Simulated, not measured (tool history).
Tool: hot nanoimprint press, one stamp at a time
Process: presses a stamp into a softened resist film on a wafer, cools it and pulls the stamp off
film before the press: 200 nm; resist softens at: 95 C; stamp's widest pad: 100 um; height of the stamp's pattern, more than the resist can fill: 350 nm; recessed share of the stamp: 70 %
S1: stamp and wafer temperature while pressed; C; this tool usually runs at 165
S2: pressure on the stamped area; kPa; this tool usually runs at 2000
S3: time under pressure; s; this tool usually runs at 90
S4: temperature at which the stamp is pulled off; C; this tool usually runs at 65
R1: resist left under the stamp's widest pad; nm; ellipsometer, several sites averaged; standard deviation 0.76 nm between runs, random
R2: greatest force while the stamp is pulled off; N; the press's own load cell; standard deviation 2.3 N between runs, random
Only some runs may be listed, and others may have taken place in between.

run,hour,S1,S2,S3,S4,R1,R2
1,0.0,165,2000,90,65,96.4,103
2,19.5,165,2000,90,65,96.4,102
3,34.3,165,2000,90,65,95.9,104
4,46.5,165,2000,90,65,96.3,107
5,56.2,165,2000,90,65,95.7,105
# hour 79.0: stamp cleaned and given a new release coat
6,81.8,165,2000,90,65,97.4,107
7,97.1,165,1650,90,65,105.3,101
8,106.4,165,1650,90,65,104.5,106
9,122.4,165,1650,90,65,106.7,103
10,139.0,165,1650,90,65,105.4,102
11,150.5,165,1650,90,65,105.9,104
12,160.7,165,2940,90,65,78.8,104
13,176.7,165,1860,90,65,99.5,101
14,196.2,165,1860,90,65,99.7,104
15,207.1,165,1860,90,65,100.1,102
16,223.4,165,2830,60,53,93.6,122
17,238.0,165,2830,60,53,92.3,120
18,248.1,165,2000,70,65,104.0,104
19,266.5,165,2000,70,65,105.9,104
20,284.4,165,1260,64,52,132.4,117

Run 21 comes next. What will it give?
21,293.9,172,1600,48,66,?,?

R1: 96.9 nm
R2: 104 N
With no hidden state in the tool, this same run would have given R1 96.7 nm, R2 103 N.

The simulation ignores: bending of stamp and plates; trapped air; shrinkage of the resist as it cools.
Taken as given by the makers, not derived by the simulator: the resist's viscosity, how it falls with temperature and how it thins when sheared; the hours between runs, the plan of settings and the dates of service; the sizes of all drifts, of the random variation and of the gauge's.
